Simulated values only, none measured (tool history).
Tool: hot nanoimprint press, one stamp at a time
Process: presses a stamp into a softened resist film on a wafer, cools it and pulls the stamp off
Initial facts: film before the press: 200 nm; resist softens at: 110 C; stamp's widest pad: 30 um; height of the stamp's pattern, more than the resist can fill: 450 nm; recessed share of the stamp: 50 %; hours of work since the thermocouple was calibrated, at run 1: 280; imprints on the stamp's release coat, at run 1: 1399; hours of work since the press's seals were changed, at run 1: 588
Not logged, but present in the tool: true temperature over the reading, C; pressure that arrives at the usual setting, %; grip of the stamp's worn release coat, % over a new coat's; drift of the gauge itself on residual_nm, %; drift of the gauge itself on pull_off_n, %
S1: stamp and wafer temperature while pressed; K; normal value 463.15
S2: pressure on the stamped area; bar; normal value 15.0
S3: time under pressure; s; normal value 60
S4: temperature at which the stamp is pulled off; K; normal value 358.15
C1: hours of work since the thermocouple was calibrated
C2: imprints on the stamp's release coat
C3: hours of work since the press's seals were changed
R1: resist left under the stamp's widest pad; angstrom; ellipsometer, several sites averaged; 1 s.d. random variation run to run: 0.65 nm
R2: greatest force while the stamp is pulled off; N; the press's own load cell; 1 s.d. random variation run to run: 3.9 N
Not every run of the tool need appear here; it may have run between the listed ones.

| run | day | S1 | S2 | S3 | S4 | C1 | C2 | C3 | R1 | R2 |
|---|---|---|---|---|---|---|---|---|---|---|
| 1 | 0.000 | 463.15 | 15.0 | 60 | 358.15 | 280 | 1399 | 588 | 886 | 193 |
| 2 | 1.062 | 455.15 | 15.0 | 60 | 358.15 | 295 | 1513 | 603 | 1184 | 189 |
| 3 | 1.638 | 463.15 | 15.0 | 100 | 358.15 | 303 | 1574 | 611 | 714 | 193 |
| 4 | 2.775 | 463.15 | 15.0 | 60 | 358.15 | 320 | 1696 | 628 | 890 | 196 |
| 5 | 3.971 | 463.15 | 15.0 | 60 | 358.15 | 337 | 1824 | 645 | 894 | 193 |
| 6 | 4.667 | 463.15 | 15.0 | 60 | 358.15 | 347 | 1898 | 655 | 888 | 193 |
| 7 | 5.517 | 473.15 | 15.0 | 60 | 358.15 | 359 | 1989 | 667 | 602 | 188 |
| 8 | 6.550 | 463.15 | 15.0 | 34 | 358.15 | 374 | 2099 | 682 | 1088 | 193 |
|  | 6.971 | stamp cleaned and given a new release coat |
| 9 | 8.025 | 463.15 | 15.0 | 34 | 358.15 | 392 | 112 | 700 | 1095 | 185 |
| 10 | 8.779 | 463.15 | 15.0 | 34 | 358.15 | 403 | 193 | 711 | 1093 | 194 |
|  | 9.179 | plate thermocouple calibrated |
| 11 | 9.462 | 463.15 | 21.9 | 60 | 358.15 | 4 | 253 | 719 | 751 | 190 |
| 12 | 10.196 | 465.15 | 15.0 | 60 | 358.15 | 15 | 331 | 729 | 826 | 192 |
| 13 | 11.379 | 465.15 | 15.0 | 76 | 358.15 | 32 | 458 | 746 | 739 | 190 |
| 14 | 12.038 | 465.15 | 15.0 | 76 | 358.15 | 41 | 528 | 756 | 747 | 192 |
| 15 | 12.825 | 465.15 | 15.0 | 76 | 358.15 | 53 | 613 | 767 | 752 | 188 |
| 16 | 14.012 | 465.15 | 15.0 | 76 | 358.15 | 70 | 739 | 784 | 761 | 194 |
| 17 | 14.588 | 465.15 | 11.8 | 76 | 358.15 | 78 | 801 | 793 | 828 | 190 |
| 18 | 15.204 | 465.15 | 22.0 | 51 | 358.15 | 87 | 867 | 802 | 746 | 186 |
| 19 | 15.829 | 460.15 | 21.4 | 115 | 354.15 | 96 | 934 | 811 | 657 | 205 |
| 20 | 16.421 | 473.15 | 21.4 | 115 | 354.15 | 104 | 997 | 819 | 385 | 203 |
| 21 | 17.079 | 467.15 | 15.0 | 60 | 358.15 | 114 | 1067 | 829 | 758 | 192 |
| 22 | 17.917 | 465.15 | 14.0 | 43 | 343.15 | 126 | 1157 | 841 | 982 | 265 |
| 23 | 19.025 | 463.15 | 17.5 | 60 | 361.15 | 142 | 1275 | 857 | 843 | 181 |
| 24 | 19.754 | 463.15 | 17.5 | 60 | 361.15 | 153 | 1353 | 867 | 841 | 173 |
| 25 | 20.521 | 463.15 | 17.5 | 77 | 361.15 | 164 | 1435 | 878 | 747 | 177 |
| 26 | 21.604 | 463.15 | 12.5 | 60 | 358.15 | 179 | 1551 | 894 | 958 | 190 |

Predict the results of run 27:
| 27 | 22.521 | 463.15 | 12.5 | 60 | 358.15 | 193 | 1649 | 907 | ? | ? |

R1: 959 angstrom
R2: 199 N
The same run, on a tool lacking any hidden state, would have yielded R1 959 angstrom, R2 197 N.
